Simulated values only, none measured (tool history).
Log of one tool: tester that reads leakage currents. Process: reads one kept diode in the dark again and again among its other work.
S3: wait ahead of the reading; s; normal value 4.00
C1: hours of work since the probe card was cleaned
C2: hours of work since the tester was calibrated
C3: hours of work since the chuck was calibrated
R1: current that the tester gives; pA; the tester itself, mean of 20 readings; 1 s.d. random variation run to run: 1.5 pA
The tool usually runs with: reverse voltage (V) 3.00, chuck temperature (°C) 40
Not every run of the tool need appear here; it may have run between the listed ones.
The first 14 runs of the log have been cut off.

Run 15, hour 2244.6: usual settings but S3 2.39 s; C1 410; C2 4799; C3 315. Result: R1 509.28 pA.
Run 16, hour 2438.4: usual settings; C1 521; C2 4911; C3 426. Result: R1 508.11 pA.
Run 17, hour 2603.0: usual settings; C1 616; C2 5005; C3 520. Result: R1 507.47 pA.
Run 18, hour 2713.3: usual settings; C1 679; C2 5068; C3 583. Result: R1 508.88 pA.
Run 19, hour 2822.8: usual settings but S3 1.01 s; C1 742; C2 5131; C3 646. Result: R1 508.16 pA.
At hour 3006.9: tester calibrated.
Run 20, hour 3031.8: usual settings but reverse voltage (V) 1.87, chuck temperature (°C) 53, S3 7.46 s; C1 861; C2 14; C3 765. Result: R1 1108.18 pA.
Run 21, hour 3240.6: usual settings but chuck temperature (°C) 31, S3 0.34 s; C1 980; C2 134; C3 885. Result: R1 245.12 pA.
Run 22, hour 3428.7: usual settings but reverse voltage (V) 6.47, chuck temperature (°C) 58, S3 1.48 s; C1 1088; C2 242; C3 993. Result: R1 2785.78 pA.
Run 23, hour 3642.8: usual settings but reverse voltage (V) 2.13, chuck temperature (°C) 28, S3 5.62 s; C1 1211; C2 365; C3 1115. Result: R1 161.44 pA.
Run 24, hour 3739.9: usual settings but reverse voltage (V) 7.60, chuck temperature (°C) 25, S3 1.19 s; C1 1267; C2 420; C3 1171. Result: R1 223.60 pA.
Run 25, hour 3842.3: usual settings but reverse voltage (V) 1.47, chuck temperature (°C) 25, S3 1.19 s; C1 1325; C2 479; C3 1230. Result: R1 104.78 pA.
At hour 4035.8: chuck's temperature calibrated.
Run 26, hour 4044.5: usual settings but reverse voltage (V) 2.61, chuck temperature (°C) 34; C1 1440; C2 594; C3 5. Result: R1 293.63 pA.
Run 27, hour 4257.5: usual settings but reverse voltage (V) 2.61, chuck temperature (°C) 41, S3 0.83 s; C1 1562; C2 716; C3 127. Result: R1 516.38 pA.
Run 28, hour 4366.1: usual settings but reverse voltage (V) 7.51; C1 1625; C2 778; C3 189. Result: R1 769.24 pA.
Run 29, hour 4515.9: usual settings but reverse voltage (V) 1.09, S3 0.55 s; C1 1711; C2 864; C3 275. Result: R1 320.53 pA.
Run 30, hour 4625.3: usual settings but reverse voltage (V) 2.01, S3 0.32 s; C1 1773; C2 927; C3 338. Result: R1 426.86 pA.
Run 31, hour 4817.7: usual settings but reverse voltage (V) 5.28, chuck temperature (°C) 24, S3 7.89 s; C1 1884; C2 1037; C3 448. Result: R1 171.50 pA.
Run 32, hour 4942.4: usual settings but reverse voltage (V) 15.83, chuck temperature (°C) 23, S3 1.11 s; C1 1955; C2 1109; C3 520. Result: R1 260.59 pA.
Run 33, hour 5111.7: usual settings but reverse voltage (V) 1.04, chuck temperature (°C) 49, S3 2.13 s; C1 2052; C2 1206; C3 617. Result: R1 631.40 pA.
Run 34, hour 5254.7: usual settings but reverse voltage (V) 2.77, S3 1.51 s; C1 2134; C2 1288; C3 699. Result: R1 488.97 pA.
Run 35, hour 5455.9: usual settings but reverse voltage (V) 2.77, S3 1.51 s; C1 2250; C2 1403; C3 814. Result: R1 488.07 pA.
Run 36, hour 5563.8: usual settings but reverse voltage (V) 3.01, chuck temperature (°C) 26, S3 0.55 s; C1 2312; C2 1465; C3 876. Result: R1 159.65 pA.
Run 37, hour 5719.1: usual settings but reverse voltage (V) 3.01, chuck temperature (°C) 26, S3 0.55 s; C1 2401; C2 1554; C3 965. Result: R1 158.87 pA.
Run 38, hour 5848.2: usual settings but reverse voltage (V) 7.89, S3 1.78 s; C1 2475; C2 1628; C3 1039. Result: R1 790.65 pA.

Predict each of these 4 candidate next runs independently; none follows another, all start after run 38:
Run A, hour 6053.4: usual settings but reverse voltage (V) 2.53, chuck temperature (°C) 58, S3 0.32 s; C1 2592; C2 1746; C3 1157. Result: R1 ?.
Run B, hour 6053.4: usual settings but reverse voltage (V) 7.89, chuck temperature (°C) 21, S3 0.81 s; C1 2592; C2 1746; C3 1157. Result: R1 ?.
Run C, hour 6053.4: usual settings but reverse voltage (V) 12.14; C1 2592; C2 1746; C3 1157. Result: R1 ?.
Run D, hour 6053.4: usual settings but reverse voltage (V) 6.96, S3 1.97 s; C1 2592; C2 1746; C3 1157. Result: R1 ?.

run       R1
  A  1819.47
  B   159.88
  C   961.12
  D   743.14
What these runs would have given with no unlogged condition in the tool:
run       R1
  A  1823.31
  B   160.01
  C   962.98
  D   744.67
